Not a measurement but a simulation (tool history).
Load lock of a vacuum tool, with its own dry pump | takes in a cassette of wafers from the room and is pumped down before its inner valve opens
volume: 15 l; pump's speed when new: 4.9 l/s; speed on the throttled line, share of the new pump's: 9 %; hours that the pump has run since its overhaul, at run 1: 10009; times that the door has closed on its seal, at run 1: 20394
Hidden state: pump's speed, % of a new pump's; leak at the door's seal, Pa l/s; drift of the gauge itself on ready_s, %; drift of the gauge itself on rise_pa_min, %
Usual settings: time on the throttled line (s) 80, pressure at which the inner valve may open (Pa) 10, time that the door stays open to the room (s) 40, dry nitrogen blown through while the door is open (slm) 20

run    hour  time on the throttled line (s)  pressure at which the inner valve may open (Pa)  time that the door stays open to the room (s)  dry nitrogen blown through while the door is open (slm)  hours that the pump has run since its overhaul  times that the door has closed on its seal  incoming humidity of the room's air, %  time from the closed door until the inner valve may open (s)  rise of the pressure with all valves shut (Pa/min)
  1     0.0                              80                                               10                                             40                                                       20                                           10009                                       20394                                    46.1                                                         103.3                                               0.659
       90.4  -- door's seal changed, seat wiped
  2   157.5                              80                                               10                                             40                                                       20                                           10165                                         261                                    45.0                                                         102.9                                               0.055
  3   426.4                              80                                               10                                             69                                                       20                                           10434                                        1303                                    46.3                                                         103.1                                               0.075
  4   668.8                              80                                               10                                             69                                                       20                                           10676                                        2243                                    47.4                                                         103.2                                               0.091
  5   821.0                              80                                               10                                             69                                                       20                                           10829                                        2834                                    44.8                                                         103.0                                               0.097
  6   959.9                              80                                               10                                             69                                                       20                                           10967                                        3372                                    45.3                                                         103.5                                               0.106
  7  1220.9                              80                                               10                                             69                                                       20                                           11228                                        4384                                    43.1                                                         103.4                                               0.114
  8  1353.4                              80                                               10                                             69                                                       20                                           11361                                        4898                                    43.2                                                         103.4                                               0.117
  9  1607.7                              80                                               10                                             69                                                       20                                           11615                                        5884                                    45.7                                                         103.4                                               0.139
 10  1759.6                              80                                               10                                             40                                                       18                                           11767                                        6473                                    48.7                                                         103.7                                               0.139
 11  1950.2                              80                                               10                                             40                                                       18                                           11958                                        7212                                    45.8                                                         103.5                                               0.151
 12  2175.1                              80                                               10                                             40                                                       18                                           12183                                        8084                                    45.4                                                         103.2                                               0.173
 13  2377.4                              80                                               10                                             40                                                       20                                           12385                                        8869                                    46.6                                                         103.7                                               0.189
 14  2604.5                              80                                               10                                             40                                                       20                                           12612                                        9750                                    43.6                                                         103.4                                               0.212
 15  2798.1                              80                                               10                                             40                                                       20                                           12806                                       10500                                    44.0                                                         103.6                                               0.229
 16  3051.3                              80                                               10                                             40                                                       20                                           13059                                       11482                                    44.6                                                         103.8                                               0.256
 17  3223.9                             101                                               10                                             40                                                       20                                           13231                                       12152                                    44.6                                                         122.5                                               0.280
 18  3461.7                             101                                               10                                             40                                                       20                                           13469                                       13074                                    46.4                                                         122.6                                               0.305
 19  3594.5                             101                                               10                                             40                                                       20                                           13602                                       13588                                    45.1                                                         122.7                                               0.330
 20  3809.2                             101                                               10                                             40                                                       20                                           13817                                       14421                                    44.0                                                         122.7                                               0.359
 21  4044.4                              80                                               20                                             40                                                       20                                           14052                                       15333                                    48.9                                                         101.1                                               0.396
 22  4214.9                              59                                                7                                            203                                                        8                                           14222                                       15994                                    42.8                                                          86.1                                               0.482
 23  4505.2                              59                                                7                                            203                                                        8                                           14513                                       17120                                    47.0                                                          86.5                                               0.524
 24  4751.6                              59                                                7                                            203                                                        8                                           14759                                       18075                                    44.7                                                          86.2                                               0.551
 25  4995.8                              59                                                7                                            203                                                        8                                           15003                                       19023                                    46.6                                                          86.3                                               0.586
 26  5219.4                              80                                               11                                             40                                                       34                                           15227                                       19889                                    43.1                                                         103.5                                               0.571
 27  5340.4                              80                                               11                                             40                                                       20                                           15348                                       20359                                    44.6                                                         103.8                                               0.595
     5448.1  -- door's seal changed, seat wiped
 28  5625.3                              80                                               11                                             40                                                       20                                           15631                                         687                                    47.5                                                         103.7                                               0.058
 29  5800.6                             153                                               10                                             40                                                       20                                           15807                                        1366                                    41.4                                                         170.2                                               0.058
 30  6031.7                              80                                               10                                             40                                                       23                                           16038                                        2263                                    43.1                                                         104.3                                               0.066
 31  6260.3                             104                                               16                                            183                                                       25                                           16266                                        3149                                    45.5                                                         124.1                                               0.113
 32  6397.6                             104                                               16                                            183                                                       25                                           16404                                        3681                                    44.5                                                         124.1                                               0.120
 33  6584.6                              67                                               13                                            183                                                       39                                           16591                                        4406                                    43.4                                                          91.6                                               0.114
 34  6821.3                              80                                               11                                            144                                                       20                                           16827                                        5324                                    45.0                                                         103.7                                               0.146
 35  6968.3                             116                                               18                                             27                                                       33                                           16974                                        5895                                    45.8                                                         134.4                                               0.119
 36  7121.1                             116                                               18                                             27                                                       33                                           17127                                        6487                                    45.2                                                         135.0                                               0.133
 37  7356.5                             103                                               16                                             60                                                       26                                           17363                                        7400                                    44.8                                                         123.4                                               0.157
 38  7618.9                              82                                               10                                            161                                                       20                                           17625                                        8417                                    42.4                                                         106.3                                               0.207

Measured less the same run without the tool's hidden state. The same run-to-run variation is in both; the gauge's scatter may not be:
run  time from the closed door until the inner valve may open (s)  rise of the pressure with all valves shut (Pa/min)
  1                                                          +1.6                                              +0.610
  2                                                          +1.7                                              +0.007
  3                                                          +1.7                                              +0.017
  4                                                          +1.7                                              +0.028
  5                                                          +1.8                                              +0.035
  6                                                          +1.8                                              +0.041
  7                                                          +1.8                                              +0.057
  8                                                          +1.9                                              +0.064
  9                                                          +2.0                                              +0.081
 10                                                          +1.9                                              +0.090
 11                                                          +2.0                                              +0.105
 12                                                          +2.0                                              +0.126
 13                                                          +2.1                                              +0.143
 14                                                          +2.1                                              +0.167
 15                                                          +2.1                                              +0.183
 16                                                          +2.2                                              +0.212
 17                                                          +2.0                                              +0.234
 18                                                          +2.1                                              +0.257
 19                                                          +2.1                                              +0.280
 20                                                          +2.2                                              +0.311
 21                                                          +2.2                                              +0.341
 22                                                          +2.8                                              +0.374
 23                                                          +2.9                                              +0.419
 24                                                          +2.9                                              +0.443
 25                                                          +2.9                                              +0.482
 26                                                          +2.5                                              +0.535
 27                                                          +2.6                                              +0.548
 28                                                          +2.6                                              +0.005
 29                                                          +1.9                                              +0.011
 30                                                          +2.8                                              +0.023
 31                                                          +2.4                                              +0.036
 32                                                          +2.4                                              +0.042
 33                                                          +2.9                                              +0.054
 34                                                          +2.8                                              +0.068
 35                                                          +2.2                                              +0.078
 36                                                          +2.2                                              +0.089
 37                                                          +2.5                                              +0.108
 38                                                          +3.0                                              +0.133
